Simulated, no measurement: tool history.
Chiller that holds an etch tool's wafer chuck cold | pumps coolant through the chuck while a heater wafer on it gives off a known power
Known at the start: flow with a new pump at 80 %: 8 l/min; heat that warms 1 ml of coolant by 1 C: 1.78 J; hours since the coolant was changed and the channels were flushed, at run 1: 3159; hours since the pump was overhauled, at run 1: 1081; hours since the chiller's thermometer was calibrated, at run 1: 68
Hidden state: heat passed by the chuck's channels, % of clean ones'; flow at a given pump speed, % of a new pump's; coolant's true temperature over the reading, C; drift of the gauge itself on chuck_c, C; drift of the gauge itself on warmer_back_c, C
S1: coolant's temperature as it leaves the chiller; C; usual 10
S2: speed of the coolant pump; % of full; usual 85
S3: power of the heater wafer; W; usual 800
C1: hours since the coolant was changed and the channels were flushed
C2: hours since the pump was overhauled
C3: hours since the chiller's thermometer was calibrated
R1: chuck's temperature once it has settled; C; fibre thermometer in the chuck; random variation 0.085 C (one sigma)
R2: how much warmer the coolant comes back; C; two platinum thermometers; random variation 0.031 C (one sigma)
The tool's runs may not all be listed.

{"run": 1, "day": 0.0, "S1": 10, "S2": 85, "S3": 800, "C1": 3159, "C2": 1081, "C3": 68, "R1": 15.53, "R2": 3.17}
{"run": 2, "day": 7.283, "S1": 10, "S2": 85, "S3": 800, "C1": 3334, "C2": 1256, "C3": 243, "R1": 15.63, "R2": 3.12}
{"run": 3, "day": 12.871, "S1": 5, "S2": 85, "S3": 800, "C1": 3468, "C2": 1390, "C3": 377, "R1": 10.39, "R2": 3.14}
{"run": 4, "day": 16.121, "S1": 14, "S2": 85, "S3": 800, "C1": 3546, "C2": 1468, "C3": 455, "R1": 19.41, "R2": 3.16}
{"run": 5, "day": 22.792, "S1": 14, "S2": 85, "S3": 800, "C1": 3706, "C2": 1628, "C3": 615, "R1": 19.47, "R2": 3.16}
{"run": 6, "day": 27.658, "S1": 10, "S2": 82, "S3": 800, "C1": 3823, "C2": 1745, "C3": 732, "R1": 15.87, "R2": 3.31}
{"run": 7, "day": 31.417, "S1": 10, "S2": 82, "S3": 800, "C1": 3913, "C2": 1835, "C3": 822, "R1": 15.88, "R2": 3.2}
{"run": 8, "day": 37.1, "S1": 10, "S2": 85, "S3": 720, "C1": 4050, "C2": 1971, "C3": 959, "R1": 15.09, "R2": 2.87}
{"run": 9, "day": 41.367, "S1": 10, "S2": 85, "S3": 720, "C1": 4152, "C2": 2074, "C3": 1061, "R1": 15.13, "R2": 2.78}
{"run": 10, "day": 44.758, "S1": 10, "S2": 85, "S3": 720, "C1": 4234, "C2": 2155, "C3": 1143, "R1": 15.13, "R2": 2.84}
{"run": 11, "day": 49.562, "S1": 10, "S2": 99, "S3": 720, "C1": 4349, "C2": 2270, "C3": 1258, "R1": 14.5, "R2": 2.35}
{"run": 12, "day": 54.183, "S1": 10, "S2": 81, "S3": 720, "C1": 4460, "C2": 2381, "C3": 1369, "R1": 15.46, "R2": 2.98}
{"run": 13, "day": 57.879, "S1": 10, "S2": 81, "S3": 720, "C1": 4548, "C2": 2470, "C3": 1457, "R1": 15.62, "R2": 2.97}
{"run": 14, "day": 62.667, "S1": 10, "S2": 81, "S3": 720, "C1": 4663, "C2": 2585, "C3": 1572, "R1": 15.52, "R2": 2.97}
{"run": 15, "day": 68.15, "S1": 10, "S2": 93, "S3": 800, "C1": 4795, "C2": 2716, "C3": 1704, "R1": 15.36, "R2": 2.87}
{"run": 16, "day": 73.962, "S1": 3, "S2": 85, "S3": 800, "C1": 4934, "C2": 2856, "C3": 1843, "R1": 8.93, "R2": 3.16}
{"run": 17, "day": 80.504, "S1": 6, "S2": 85, "S3": 730, "C1": 5091, "C2": 3013, "C3": 2000, "R1": 11.24, "R2": 2.91}
{"run": 18, "day": 86.475, "S1": 14, "S2": 87, "S3": 608, "C1": 5235, "C2": 3156, "C3": 2144, "R1": 18.55, "R2": 2.28}
{"day": 88.033, "done": "gauge calibrated"}
{"run": 19, "day": 90.638, "S1": 16, "S2": 80, "S3": 1126, "C1": 5335, "C2": 3256, "C3": 2244, "R1": 24.2, "R2": 4.79}
{"run": 20, "day": 97.954, "S1": 18, "S2": 96, "S3": 646, "C1": 5510, "C2": 3432, "C3": 2419, "R1": 22, "R2": 2.18}
{"run": 21, "day": 104.962, "S1": 19, "S2": 96, "S3": 646, "C1": 5678, "C2": 3600, "C3": 2587, "R1": 22.9, "R2": 2.22}
{"run": 22, "day": 110.717, "S1": 11, "S2": 85, "S3": 643, "C1": 5817, "C2": 3738, "C3": 2726, "R1": 15.5, "R2": 2.54}
{"day": 111.733, "done": "coolant changed, channels flushed"}
{"run": 23, "day": 114.921, "S1": 9, "S2": 85, "S3": 574, "C1": 76, "C2": 3833, "C3": 2820, "R1": 13.17, "R2": 2.32}
{"run": 24, "day": 119.379, "S1": 4, "S2": 85, "S3": 536, "C1": 183, "C2": 3940, "C3": 2927, "R1": 7.91, "R2": 2.12}
{"run": 25, "day": 124.167, "S1": 15, "S2": 62, "S3": 953, "C1": 298, "C2": 4055, "C3": 3042, "R1": 24.12, "R2": 5.32}
{"run": 26, "day": 129.583, "S1": 14, "S2": 93, "S3": 446, "C1": 428, "C2": 4185, "C3": 3172, "R1": 16.8, "R2": 1.61}
{"run": 27, "day": 134.725, "S1": 14, "S2": 93, "S3": 446, "C1": 552, "C2": 4308, "C3": 3296, "R1": 17.11, "R2": 1.64}
{"run": 28, "day": 138.121, "S1": 8, "S2": 82, "S3": 1087, "C1": 633, "C2": 4390, "C3": 3377, "R1": 16.01, "R2": 4.47}
{"run": 29, "day": 144.317, "S1": 8, "S2": 82, "S3": 1087, "C1": 782, "C2": 4539, "C3": 3526, "R1": 15.97, "R2": 4.48}

Run 30 comes next. What will it give?
{"run": 30, "day": 149.829, "S1": 10, "S2": 82, "S3": 840, "C1": 914, "C2": 4671, "C3": 3658, "R1": "?", "R2": "?"}

{"run 30": {"R1": 16.28, "R2": 3.44}}
Without the tool's hidden state the same run would have given R1 15.95 C, R2 3.43 C.

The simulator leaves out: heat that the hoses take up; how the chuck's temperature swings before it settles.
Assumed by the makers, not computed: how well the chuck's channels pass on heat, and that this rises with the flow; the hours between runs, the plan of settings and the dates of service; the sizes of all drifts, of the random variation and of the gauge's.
